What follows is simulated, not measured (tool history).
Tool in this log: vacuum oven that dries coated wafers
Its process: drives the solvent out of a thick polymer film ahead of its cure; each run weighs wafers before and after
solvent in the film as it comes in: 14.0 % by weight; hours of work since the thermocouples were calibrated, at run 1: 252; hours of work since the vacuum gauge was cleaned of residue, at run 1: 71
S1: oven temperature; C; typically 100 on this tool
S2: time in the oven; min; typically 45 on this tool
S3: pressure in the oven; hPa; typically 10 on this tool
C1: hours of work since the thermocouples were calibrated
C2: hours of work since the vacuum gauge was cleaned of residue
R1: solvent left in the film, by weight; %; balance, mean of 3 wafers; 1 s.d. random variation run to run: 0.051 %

Run 1, hour 0: usual settings; C1 252; C2 71. Result: R1 1.18 %.
Run 2, hour 38.6: usual settings; C1 269; C2 87. Result: R1 1.24 %.
Run 3, hour 74.1: usual settings but S3 27.9 hPa; C1 284; C2 103. Result: R1 2.38 %.
Run 4, hour 100: usual settings but S3 27.9 hPa; C1 296; C2 114. Result: R1 2.39 %.
Run 5, hour 128.4: usual settings; C1 308; C2 127. Result: R1 1.2 %.
Run 6, hour 147.1: usual settings; C1 316; C2 135. Result: R1 1.27 %.
Run 7, hour 171.4: usual settings; C1 327; C2 146. Result: R1 1.17 %.
Run 8, hour 208: usual settings; C1 343; C2 162. Result: R1 1.1 %.
Run 9, hour 240.2: usual settings; C1 357; C2 176. Result: R1 1.24 %.
Run 10, hour 277.4: usual settings; C1 373; C2 192. Result: R1 1.19 %.
Run 11, hour 307.6: usual settings; C1 386; C2 205. Result: R1 1.3 %.
Run 12, hour 330.8: usual settings; C1 397; C2 215. Result: R1 1.27 %.
Run 13, hour 360.5: usual settings; C1 410; C2 228. Result: R1 1.24 %.
Run 14, hour 382.2: usual settings; C1 419; C2 238. Result: R1 1.32 %.
Run 15, hour 413.4: usual settings; C1 433; C2 251. Result: R1 1.29 %.
Run 16, hour 433.5: usual settings but S3 9 hPa; C1 442; C2 260. Result: R1 1.15 %.
Run 17, hour 452.1: usual settings but S3 9 hPa; C1 450; C2 268. Result: R1 1.26 %.
Run 18, hour 482.9: usual settings but S3 9 hPa; C1 463; C2 282. Result: R1 1.21 %.
Run 19, hour 518: usual settings but S1 94 C, S2 49 min, S3 6.1 hPa; C1 478; C2 297. Result: R1 1.48 %.
Run 20, hour 536.3: usual settings but S1 99 C, S2 78 min; C1 486; C2 305. Result: R1 0.85 %.
Run 21, hour 567.3: usual settings but S1 99 C, S2 78 min; C1 500; C2 319. Result: R1 0.91 %.
Run 22, hour 589.3: usual settings but S1 99 C, S2 78 min; C1 510; C2 328. Result: R1 0.89 %.
Run 23, hour 619.4: usual settings but S1 99 C, S2 78 min; C1 523; C2 342. Result: R1 0.93 %.
Run 24, hour 653.8: usual settings but S1 99 C, S2 78 min; C1 538; C2 357. Result: R1 0.94 %.
Run 25, hour 674.2: usual settings but S3 18.7 hPa; C1 547; C2 366. Result: R1 1.98 %.
Run 26, hour 695: usual settings but S2 53 min, S3 12 hPa; C1 556; C2 375. Result: R1 1.23 %.
Run 27, hour 722.5: usual settings but S2 52 min, S3 8.3 hPa; C1 568; C2 387. Result: R1 1.12 %.
Run 28, hour 739.1: usual settings but S1 101 C, S2 41 min, S3 21.5 hPa; C1 575; C2 394. Result: R1 2.23 %.
Run 29, hour 768.2: usual settings but S1 95 C, S2 41 min, S3 37.3 hPa; C1 588; C2 407. Result: R1 4.14 %.
Run 30, hour 804.9: usual settings but S1 95 C, S2 41 min, S3 37.3 hPa; C1 604; C2 423. Result: R1 4.25 %.
Run 31, hour 825.2: usual settings but S1 95 C, S2 41 min, S3 37.3 hPa; C1 613; C2 432. Result: R1 4.15 %.
Run 32, hour 842.4: usual settings but S1 92 C, S3 7 hPa; C1 620; C2 439. Result: R1 2.08 %.
Run 33, hour 878.2: usual settings but S1 92 C, S3 7 hPa; C1 636; C2 455. Result: R1 2.02 %.
Run 34, hour 914.6: usual settings but S1 87 C, S2 48 min, S3 13.4 hPa; C1 652; C2 471. Result: R1 3.23 %.
Run 35, hour 938.8: usual settings but S1 91 C, S2 23 min, S3 5.4 hPa; C1 663; C2 481. Result: R1 4.4 %.

Predict each of these 5 candidate next runs independently; none follows another, all start after run 35:
Run A, hour 957.1: usual settings but S1 94 C, S2 34 min, S3 5.4 hPa; C1 671; C2 489. Result: R1 ?.
Run B, hour 957.1: usual settings but S1 99 C, S2 35 min, S3 6.2 hPa; C1 671; C2 489. Result: R1 ?.
Run C, hour 957.1: usual settings but S1 101 C, S2 68 min, S3 6.2 hPa; C1 671; C2 489. Result: R1 ?.
Run D, hour 957.1: usual settings but S3 7.3 hPa; C1 671; C2 489. Result: R1 ?.
Run E, hour 957.1: usual settings but S1 91 C, S2 78 min, S3 7.1 hPa; C1 671; C2 489. Result: R1 ?.

run    R1
  A  2.54
  B  1.83
  C  0.69
  D  1.24
  E  1.14
Had the tool no hidden state, the same runs would have come out as:
run    R1
  A  2.24
  B  1.59
  C  0.52
  D  1.03
  E  0.88
